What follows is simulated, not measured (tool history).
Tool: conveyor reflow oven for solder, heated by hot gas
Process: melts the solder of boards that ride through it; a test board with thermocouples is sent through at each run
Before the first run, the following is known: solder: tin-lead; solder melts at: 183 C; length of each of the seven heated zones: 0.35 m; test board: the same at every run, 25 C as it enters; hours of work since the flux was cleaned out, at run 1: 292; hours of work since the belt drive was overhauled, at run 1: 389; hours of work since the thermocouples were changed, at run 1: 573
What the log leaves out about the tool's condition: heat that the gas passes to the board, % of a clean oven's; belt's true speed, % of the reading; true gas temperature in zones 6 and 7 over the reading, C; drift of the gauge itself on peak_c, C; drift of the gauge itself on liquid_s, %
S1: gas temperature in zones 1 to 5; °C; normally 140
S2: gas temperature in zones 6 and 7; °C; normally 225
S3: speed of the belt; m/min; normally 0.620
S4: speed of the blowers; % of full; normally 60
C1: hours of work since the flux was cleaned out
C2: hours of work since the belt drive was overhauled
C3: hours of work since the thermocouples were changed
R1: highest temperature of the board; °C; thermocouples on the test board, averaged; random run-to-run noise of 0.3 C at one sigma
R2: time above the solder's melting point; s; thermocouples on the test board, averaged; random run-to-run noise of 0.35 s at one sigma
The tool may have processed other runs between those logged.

run	hour	S1	S2	S3	S4	C1	C2	C3	R1	R2
1	0.0	140	225	0.620	60	292	389	573	211.1	47.0
2	21.3	140	225	0.681	60	302	398	583	208.4	39.7
3	40.3	140	239	0.620	60	310	407	591	223.5	55.4
4	60.4	140	239	0.620	60	320	416	600	223.5	54.8
# hour 68.1: flux residue cleaned out of gas plates and filters
5	74.9	140	239	0.620	60	3	420	605	223.4	55.4
6	91.6	140	239	0.620	60	11	428	612	223.9	55.5
7	106.0	140	239	0.620	60	17	435	619	223.3	55.7
8	119.9	140	239	0.620	60	24	441	625	223.2	55.2
9	133.5	140	239	0.620	60	30	447	631	223.5	56.2
10	146.4	140	239	0.620	60	36	453	637	223.5	55.7
11	161.7	140	225	0.620	60	43	460	644	211.3	47.1
12	178.9	140	221	0.620	60	50	468	652	207.8	44.3
13	193.1	140	221	0.620	60	57	474	658	207.9	44.1
14	205.8	140	221	0.620	60	63	480	664	208.0	44.7
15	218.4	140	221	0.620	60	68	486	670	208.3	44.2
16	232.8	140	221	0.620	60	75	492	676	207.4	44.5
17	245.8	140	235	0.620	60	81	498	682	220.0	53.1
18	264.1	140	235	0.620	60	89	506	690	219.9	52.9
# hour 282.3: thermocouples of zones 6 and 7 changed
19	282.3	144	239	0.570	60	96	514	0	226.2	63.6
20	291.0	139	225	0.620	63	100	518	4	211.6	46.9
21	299.8	140	225	0.551	60	104	522	8	213.8	57.2
22	318.0	140	217	0.567	60	113	530	16	205.9	48.6
23	326.8	130	217	0.567	64	116	534	20	205.6	44.5
24	346.7	140	225	0.620	55	126	543	29	209.8	46.1
25	367.8	126	220	0.620	60	135	552	39	204.3	36.5
26	381.3	140	240	0.618	60	141	559	45	224.3	56.3
27	399.7	140	240	0.529	60	150	567	53	228.9	68.6
28	411.4	128	213	0.620	59	155	572	59	198.4	30.9
29	430.5	128	213	0.620	59	164	581	67	198.3	30.9
30	439.3	147	238	0.554	59	168	585	71	226.3	66.5
31	454.0	138	224	0.573	76	174	592	78	213.7	55.0

3 ways to go on from here, each from the tool as it stands after run 31. What would each give?
A	473.0	125	231	0.573	64	183	600	87	?	?
B	473.0	140	229	0.620	60	183	600	87	?	?
C	473.0	145	225	0.667	60	183	600	87	?	?

run	R1	R2
A	217.2	52.2
B	214.6	50.0
C	210.0	44.9
Without the tool's hidden state the same runs would have given:
run	R1	R2
A	217.3	52.2
B	214.7	50.0
C	210.1	44.9
